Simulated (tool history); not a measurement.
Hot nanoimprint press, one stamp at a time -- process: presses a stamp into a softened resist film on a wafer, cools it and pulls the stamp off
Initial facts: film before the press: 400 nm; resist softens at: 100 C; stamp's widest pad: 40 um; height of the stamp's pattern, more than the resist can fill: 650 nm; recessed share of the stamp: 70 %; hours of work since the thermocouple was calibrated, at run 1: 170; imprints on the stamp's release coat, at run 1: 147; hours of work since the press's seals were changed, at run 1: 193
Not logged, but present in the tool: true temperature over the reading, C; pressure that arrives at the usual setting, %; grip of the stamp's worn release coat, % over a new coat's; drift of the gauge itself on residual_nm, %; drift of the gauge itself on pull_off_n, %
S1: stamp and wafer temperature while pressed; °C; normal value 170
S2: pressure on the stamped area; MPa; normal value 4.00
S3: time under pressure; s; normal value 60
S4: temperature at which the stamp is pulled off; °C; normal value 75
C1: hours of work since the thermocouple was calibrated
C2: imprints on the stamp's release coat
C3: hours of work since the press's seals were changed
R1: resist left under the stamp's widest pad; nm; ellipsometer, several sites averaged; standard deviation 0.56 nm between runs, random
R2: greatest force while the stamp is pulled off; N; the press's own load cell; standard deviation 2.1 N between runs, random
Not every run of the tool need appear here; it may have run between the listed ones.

Run 1, hour 0.0: usual settings; C1 170; C2 147; C3 193. Result: R1 156.9 nm, R2 98 N.
Run 2, hour 10.5: usual settings; C1 175; C2 164; C3 198. Result: R1 157.2 nm, R2 99 N.
Run 3, hour 27.7: usual settings; C1 183; C2 192; C3 206. Result: R1 157.1 nm, R2 97 N.
Run 4, hour 43.9: usual settings; C1 190; C2 217; C3 213. Result: R1 156.7 nm, R2 99 N.
Run 5, hour 56.0: usual settings; C1 196; C2 237; C3 218. Result: R1 156.6 nm, R2 99 N.
Run 6, hour 81.3: usual settings but S1 180 °C; C1 207; C2 277; C3 230. Result: R1 100.1 nm, R2 100 N.
Run 7, hour 100.9: usual settings; C1 216; C2 308; C3 239. Result: R1 156.2 nm, R2 101 N.
Run 8, hour 120.3: usual settings but S1 179 °C, S3 37 s, S4 83 °C; C1 225; C2 339; C3 247. Result: R1 129.6 nm, R2 84 N.
Run 9, hour 132.9: usual settings but S3 87 s; C1 230; C2 359; C3 253. Result: R1 132.8 nm, R2 105 N.
Run 10, hour 153.2: usual settings but S2 2.53 MPa; C1 239; C2 392; C3 262. Result: R1 188.9 nm, R2 101 N.
Run 11, hour 164.5: usual settings but S2 2.53 MPa; C1 245; C2 410; C3 267. Result: R1 188.5 nm, R2 98 N.
Run 12, hour 182.5: usual settings but S1 167 °C, S2 6.35 MPa, S3 50 s, S4 77 °C; C1 253; C2 439; C3 275. Result: R1 157.0 nm, R2 97 N.
At hour 187.3: plate thermocouple calibrated.
Run 13, hour 202.6: usual settings but S1 181 °C, S2 6.35 MPa, S3 50 s, S4 77 °C; C1 7; C2 466; C3 283. Result: R1 85.7 nm, R2 98 N.

What if the next run were any one of these 3? Each begins from the tool's condition after run 13:
Run A, hour 215.9: usual settings but S1 180 °C, S2 2.75 MPa, S3 33 s; C1 13; C2 487; C3 289. Result: R1 ?, R2 ?.
Run B, hour 215.9: usual settings but S1 161 °C, S3 101 s; C1 13; C2 487; C3 289. Result: R1 ?, R2 ?.
Run C, hour 215.9: usual settings but S1 165 °C, S2 6.35 MPa, S3 47 s, S4 77 °C; C1 13; C2 487; C3 289. Result: R1 ?, R2 ?.

run     R1   R2
  A  158.7  104
  B  197.1  107
  C  183.0   97
What these runs would have given with no unlogged condition in the tool:
run     R1   R2
  A  155.8   97
  B  192.8  100
  C  178.1   91
